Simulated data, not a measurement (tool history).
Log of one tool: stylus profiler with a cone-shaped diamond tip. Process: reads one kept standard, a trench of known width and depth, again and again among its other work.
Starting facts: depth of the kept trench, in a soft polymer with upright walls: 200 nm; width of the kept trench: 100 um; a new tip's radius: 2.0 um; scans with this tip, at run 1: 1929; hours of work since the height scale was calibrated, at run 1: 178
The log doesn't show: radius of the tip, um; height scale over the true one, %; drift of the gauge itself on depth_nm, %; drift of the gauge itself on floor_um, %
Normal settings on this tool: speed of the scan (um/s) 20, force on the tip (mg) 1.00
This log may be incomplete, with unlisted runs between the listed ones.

| run | hour | speed of the scan (um/s) | force on the tip (mg) | scans with this tip | hours of work since the height scale was calibrated | depth of the trench (angstrom) | width of the trench's floor (nm) |
|---|---|---|---|---|---|---|---|
| 1 | 0.0 | 20 | 1.00 | 1929 | 178 | 2007.5 | 97900 |
| 2 | 17.8 | 20 | 0.55 | 2071 | 191 | 2006.7 | 97910 |
| 3 | 27.2 | 20 | 0.55 | 2146 | 198 | 2007.5 | 97880 |
| 4 | 41.1 | 20 | 1.00 | 2256 | 208 | 2009.6 | 97930 |
| 5 | 55.8 | 20 | 1.00 | 2374 | 219 | 2008.0 | 97960 |
| 6 | 75.7 | 20 | 1.00 | 2532 | 233 | 2008.7 | 97840 |
| 7 | 86.7 | 20 | 1.00 | 2620 | 241 | 2008.7 | 97880 |
| 8 | 100.0 | 20 | 1.00 | 2726 | 251 | 2009.2 | 97820 |
| 9 | 118.6 | 20 | 2.38 | 2874 | 265 | 2014.3 | 97910 |
| 10 | 133.8 | 20 | 2.38 | 2995 | 276 | 2013.5 | 97880 |
| 11 | 153.7 | 6 | 1.00 | 3153 | 290 | 2009.6 | 97910 |
| 12 | 167.7 | 7 | 1.00 | 3265 | 301 | 2008.6 | 97920 |
| 13 | 182.3 | 7 | 1.00 | 3381 | 311 | 2010.3 | 97890 |
| 14 | 190.4 | 20 | 1.08 | 3446 | 317 | 2010.8 | 97800 |
| 15 | 205.2 | 20 | 0.44 | 3564 | 328 | 2006.0 | 97740 |
| 16 | 220.2 | 20 | 1.00 | 3683 | 339 | 2010.0 | 97780 |
| 17 | 239.1 | 20 | 1.00 | 3834 | 353 | 2009.2 | 97810 |
| 18 | 247.3 | 20 | 1.00 | 3899 | 359 | 2010.9 | 97780 |
| 19 | 264.8 | 20 | 1.00 | 4038 | 372 | 2010.2 | 97760 |
| 20 | 277.2 | 20 | 2.02 | 4137 | 381 | 2014.1 | 97790 |
| 21 | 293.3 | 20 | 2.02 | 4265 | 393 | 2014.9 | 97770 |
| 22 | 307.6 | 20 | 2.02 | 4379 | 403 | 2015.0 | 97760 |
|  | 309.1 | height scale calibrated on a step standard |
| 23 | 320.7 | 8 | 1.00 | 4480 | 8 | 2011.5 | 97840 |
| 24 | 333.1 | 8 | 0.97 | 4578 | 18 | 2012.4 | 97790 |
| 25 | 343.2 | 8 | 0.97 | 4659 | 25 | 2010.5 | 97750 |
|  | 349.7 | height scale calibrated on a step standard, once more |
| 26 | 352.0 | 11 | 0.67 | 4725 | 2 | 2006.5 | 97750 |
| 27 | 369.1 | 11 | 0.67 | 4861 | 14 | 2006.0 | 97730 |
| 28 | 379.7 | 48 | 0.67 | 4946 | 22 | 2006.1 | 97500 |
| 29 | 390.7 | 19 | 1.13 | 5033 | 30 | 2009.4 | 97730 |
| 30 | 400.7 | 6 | 2.21 | 5113 | 37 | 2012.2 | 97790 |
| 31 | 413.6 | 36 | 0.76 | 5216 | 47 | 2007.4 | 97540 |
| 32 | 425.1 | 36 | 0.76 | 5307 | 55 | 2005.6 | 97610 |
| 33 | 441.7 | 12 | 0.59 | 5439 | 67 | 2004.9 | 97680 |
| 34 | 458.2 | 5 | 2.87 | 5570 | 80 | 2015.5 | 97760 |
| 35 | 470.6 | 36 | 0.52 | 5669 | 89 | 2004.3 | 97460 |
| 36 | 488.7 | 36 | 0.52 | 5813 | 102 | 2006.4 | 97360 |
| 37 | 506.4 | 15 | 1.32 | 5954 | 115 | 2008.7 | 97730 |
| 38 | 522.4 | 10 | 1.81 | 6082 | 127 | 2013.7 | 97630 |
| 39 | 539.2 | 10 | 1.81 | 6216 | 139 | 2011.1 | 97730 |
| 40 | 550.9 | 10 | 1.81 | 6309 | 148 | 2012.0 | 97620 |
| 41 | 560.9 | 32 | 0.57 | 6389 | 155 | 2006.2 | 97460 |
| 42 | 579.4 | 15 | 0.70 | 6536 | 168 | 2005.9 | 97600 |
| 43 | 592.5 | 76 | 0.69 | 6641 | 178 | 2005.1 | 97130 |
| 44 | 612.0 | 76 | 0.69 | 6795 | 192 | 2005.7 | 97050 |
| 45 | 629.8 | 79 | 0.48 | 6937 | 205 | 2004.5 | 96950 |

Hidden state or all else? Some run-to-run changes of depth of the trench (angstrom), split into what the settings, what came in and random variation would give without the hidden state, and what is left for the hidden state (with any gauge scatter that isn't in both results):
Run 2 -> 3: no setting touched and nothing written in the log between the runs. depth of the trench (angstrom) +0.8: hidden state +0.1, all else +0.7.
Run 22 -> 23: speed of the scan (um/s) 20 -> 8, force on the tip (mg) 2.02 -> 1.00, height scale calibrated on a step standard. depth of the trench (angstrom) -3.5: hidden state +1.5, all else -5.0.
Run 25 -> 26: speed of the scan (um/s) 8 -> 11, force on the tip (mg) 0.97 -> 0.67, height scale calibrated on a step standard, once more. depth of the trench (angstrom) -4.0: hidden state -3.5, all else -0.5.
Run 33 -> 34: speed of the scan (um/s) 12 -> 5, force on the tip (mg) 0.59 -> 2.87. depth of the trench (angstrom) +10.6: hidden state +0.0, all else +10.6.
Run 34 -> 35: speed of the scan (um/s) 5 -> 36, force on the tip (mg) 2.87 -> 0.52. depth of the trench (angstrom) -11.2: hidden state +0.0, all else -11.2.
Run 40 -> 41: speed of the scan (um/s) 10 -> 32, force on the tip (mg) 1.81 -> 0.57. depth of the trench (angstrom) -5.8: hidden state +0.0, all else -5.8.

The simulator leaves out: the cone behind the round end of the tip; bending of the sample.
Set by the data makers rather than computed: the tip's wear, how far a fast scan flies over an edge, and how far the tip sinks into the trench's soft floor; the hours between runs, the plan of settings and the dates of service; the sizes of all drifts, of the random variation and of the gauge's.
